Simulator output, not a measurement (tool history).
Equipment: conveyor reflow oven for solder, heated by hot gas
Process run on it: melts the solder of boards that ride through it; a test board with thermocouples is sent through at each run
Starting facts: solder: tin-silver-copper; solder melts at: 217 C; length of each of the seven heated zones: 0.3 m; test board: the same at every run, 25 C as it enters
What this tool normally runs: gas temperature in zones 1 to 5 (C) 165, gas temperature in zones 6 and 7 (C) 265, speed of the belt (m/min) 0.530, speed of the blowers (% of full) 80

run	hour	gas temperature in zones 1 to 5 (C)	gas temperature in zones 6 and 7 (C)	speed of the belt (m/min)	speed of the blowers (% of full)	highest temperature of the board (C)	time above the solder's melting point (s)
1	0.0	165	265	0.530	80	246.1	43.1
2	29.1	165	265	0.530	80	246.1	43.3
3	73.4	165	265	0.530	80	245.8	43.2
4	104.5	151	265	0.530	80	242.9	37.1
5	149.3	151	265	0.530	80	243.1	37.0
6	195.1	165	265	0.430	80	255.5	64.7
7	234.8	165	274	0.430	80	263.9	69.3
8	262.4	165	265	0.530	80	249.4	47.0
9	311.3	165	265	0.530	80	249.4	46.7
10	347.7	165	265	0.530	69	246.2	43.9
11	377.9	165	265	0.530	80	249.0	46.7
12	417.3	165	265	0.530	80	249.1	46.2
13	467.2	165	265	0.530	79	248.8	45.9
14	489.0	165	265	0.530	60	243.2	40.1
15	517.5	165	265	0.530	60	242.8	39.9
16	561.6	165	265	0.599	90	246.3	38.6
17	588.1	158	267	0.530	80	249.1	44.6
18	631.9	180	278	0.484	80	263.6	65.1
19	676.5	180	278	0.480	87	264.5	66.9
20	709.4	180	278	0.480	51	255.6	60.3
21	738.1	180	255	0.480	51	237.2	43.6
22	768.1	165	265	0.530	84	247.2	45.2
23	797.9	152	265	0.478	80	247.8	48.0
24	840.8	152	265	0.478	80	247.5	47.4
25	877.0	152	265	0.478	80	247.3	47.6
26	924.8	169	274	0.591	80	250.1	42.2
27	961.6	169	254	0.477	90	242.1	48.7
28	1000.5	169	261	0.618	90	238.8	31.4
29	1035.4	165	265	0.530	72	247.2	44.2

Put back what was entered between runs (5 entries, withheld): which listed runs does each sit between, and how does the hidden state differ from the listed run before to the listed run after?
From run 5 to run 6: flux residue cleaned out of gas plates and filters (hour 161.1)
  heat that the gas passes to the board, % of a clean oven's: 86.3 -> 98.9; belt's true speed, % of the reading: 99.18 -> 99.12; true gas temperature in zones 6 and 7 over the reading, C: 1.22 -> 1.29
  measured minus no-state result, highest temperature of the board (C): -3.4 -> +1.2; time above the solder's melting point (s): -3.6 -> +1.3
From run 17 to run 18: thermocouples of zones 6 and 7 changed (hour 611.4)
  heat that the gas passes to the board, % of a clean oven's: 92.2 -> 91.5; belt's true speed, % of the reading: 98.6 -> 98.54; true gas temperature in zones 6 and 7 over the reading, C: 1.9 -> 0.15
  measured minus no-state result, highest temperature of the board (C): -0.3 -> -1.6; time above the solder's melting point (s): -0.2 -> +0.0
From run 20 to run 21: belt drive overhauled, speed set with a stopwatch (hour 716.0)
  heat that the gas passes to the board, % of a clean oven's: 90.3 -> 90; belt's true speed, % of the reading: 98.44 -> 98.04; true gas temperature in zones 6 and 7 over the reading, C: 0.27 -> 0.31
  measured minus no-state result, highest temperature of the board (C): -1.3 -> -1.0; time above the solder's melting point (s): -0.2 -> -0.9
From run 27 to run 28: belt drive overhauled, speed set with a stopwatch, once more (hour 973.1)
  heat that the gas passes to the board, % of a clean oven's: 86.4 -> 85.9; belt's true speed, % of the reading: 97.73 -> 99.81; true gas temperature in zones 6 and 7 over the reading, C: 0.65 -> 0.7
  measured minus no-state result, highest temperature of the board (C): -2.1 -> -4.4; time above the solder's melting point (s): -2.1 -> -4.7
From run 28 to run 29: flux residue cleaned out of gas plates and filters (hour 1014.8)
  heat that the gas passes to the board, % of a clean oven's: 85.9 -> 99.6; belt's true speed, % of the reading: 99.81 -> 99.77; true gas temperature in zones 6 and 7 over the reading, C: 0.7 -> 0.74
  measured minus no-state result, highest temperature of the board (C): -4.4 -> +0.6; time above the solder's melting point (s): -4.7 -> +0.5
